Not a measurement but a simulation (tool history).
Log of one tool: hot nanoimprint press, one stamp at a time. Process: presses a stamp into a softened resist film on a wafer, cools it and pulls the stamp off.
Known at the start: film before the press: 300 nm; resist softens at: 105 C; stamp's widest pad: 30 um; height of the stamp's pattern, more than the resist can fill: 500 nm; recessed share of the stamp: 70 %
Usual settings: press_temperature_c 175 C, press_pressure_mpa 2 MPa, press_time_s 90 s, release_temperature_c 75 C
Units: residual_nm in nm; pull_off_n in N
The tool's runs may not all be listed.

Run 1, hour 0: usual settings. Result: residual_nm 181.3 nm, pull_off_n 120.4 N.
Run 2, hour 13.1: usual settings. Result: residual_nm 180.5 nm, pull_off_n 122.2 N.
Run 3, hour 26.7: usual settings but press_time_s 143 s. Result: residual_nm 158.5 nm, pull_off_n 124.2 N.
Run 4, hour 35.4: usual settings but press_time_s 143 s, release_temperature_c 60 C. Result: residual_nm 158.9 nm, pull_off_n 154.6 N.
Run 5, hour 43.8: usual settings. Result: residual_nm 182.2 nm, pull_off_n 125 N.
At hour 55.2: plate thermocouple calibrated.
Run 6, hour 56.2: usual settings. Result: residual_nm 171.6 nm, pull_off_n 122.8 N.
Run 7, hour 63.6: usual settings. Result: residual_nm 171.4 nm, pull_off_n 122.3 N.
Run 8, hour 72.4: usual settings. Result: residual_nm 170.9 nm, pull_off_n 122.6 N.
Run 9, hour 85.4: usual settings. Result: residual_nm 171.9 nm, pull_off_n 124.2 N.
Run 10, hour 91.3: usual settings. Result: residual_nm 173.3 nm, pull_off_n 124.5 N.
At hour 100.5: stamp cleaned and given a new release coat.
Run 11, hour 106.3: usual settings but press_pressure_mpa 1.72 MPa. Result: residual_nm 185.5 nm, pull_off_n 113.2 N.
Run 12, hour 115.1: usual settings but press_pressure_mpa 1.72 MPa. Result: residual_nm 184.2 nm, pull_off_n 113.4 N.
Run 13, hour 121.9: usual settings but press_pressure_mpa 1.72 MPa. Result: residual_nm 185.9 nm, pull_off_n 113.4 N.
Run 14, hour 129.4: usual settings but press_temperature_c 181 C. Result: residual_nm 137.4 nm, pull_off_n 114.7 N.
Run 15, hour 137: usual settings but press_temperature_c 181 C. Result: residual_nm 137.9 nm, pull_off_n 115.5 N.

The next listed run, before its measurement:
Run 16, hour 149.8: usual settings but press_temperature_c 163 C, press_pressure_mpa 1.9 MPa, press_time_s 154 s, release_temperature_c 64 C. Result: residual_nm ?, pull_off_n ?.

residual_nm: 232.6 nm
pull_off_n: 139.1 N
Without the tool's hidden state the same run would have given residual_nm 230.2 nm, pull_off_n 133.8 N.

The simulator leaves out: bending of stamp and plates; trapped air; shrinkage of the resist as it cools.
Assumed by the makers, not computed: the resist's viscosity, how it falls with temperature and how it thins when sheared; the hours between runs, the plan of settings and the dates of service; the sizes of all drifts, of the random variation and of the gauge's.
